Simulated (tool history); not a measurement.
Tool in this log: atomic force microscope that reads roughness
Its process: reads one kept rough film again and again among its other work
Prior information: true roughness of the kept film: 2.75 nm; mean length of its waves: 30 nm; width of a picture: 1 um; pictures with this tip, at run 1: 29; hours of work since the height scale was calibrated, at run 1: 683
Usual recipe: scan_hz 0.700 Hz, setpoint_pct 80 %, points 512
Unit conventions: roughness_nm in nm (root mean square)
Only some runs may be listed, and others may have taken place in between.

run     day  scan_hz  setpoint_pct  points  pictures with this tip  hours of work since the height scale was calibrated  roughness_nm
  1   0.000    0.700            80     512                      29                                                  683         2.359
  2   2.296    0.700            80     512                     101                                                  714         2.358
  3   3.538    0.700            80     512                     139                                                  731         2.334
      4.338  -- new tip fitted
  4   5.517    1.046            80     512                      36                                                  758         2.278
  5   7.388    1.046            80     512                      95                                                  783         2.287
  6   8.471    0.700            80     512                     128                                                  798         2.341
      9.438  -- new tip fitted
  7   9.858    0.700            80     512                      13                                                  817         2.353
  8  12.392    0.700            80     512                      92                                                  851         2.335
  9  14.458    0.700            80     512                     156                                                  880         2.357
     14.608  -- new tip fitted
 10  15.750    0.700            80     512                      36                                                  897         2.337
 11  17.538    0.750            76     512                      92                                                  921         2.362
 12  18.704    1.474            76     363                     128                                                  937         2.237
     19.692  -- new tip fitted
 13  20.275    1.474            78     715                      18                                                  958         2.214
 14  22.812    0.700            77     512                      97                                                  993         2.361
     24.838  -- new tip fitted
 15  25.154    0.700            77     512                      10                                                 1025         2.386
 16  26.808    1.697            65     291                      62                                                 1047         2.314
 17  28.154    3.068            73     557                     104                                                 1066         2.060
     30.117  -- new tip fitted
 18  30.142    3.068            73     557                       1                                                 1093         2.054
 19  31.371    3.068            73     557                      39                                                 1109         2.060

Predict each of these 3 candidate next runs independently; none follows another, all start after run 19:
  A  33.000    2.489            71     316                      90                                                 1132             ?
  B  33.000    0.700            80     576                      90                                                 1132             ?
  C  33.000    1.787            74     387                      90                                                 1132             ?

run  roughness_nm
  A         2.131
  B         2.352
  C         2.201
The same runs, with their run-to-run variation unchanged, on a tool lacking any hidden condition would have given:
run  roughness_nm
  A         2.133
  B         2.355
  C         2.204
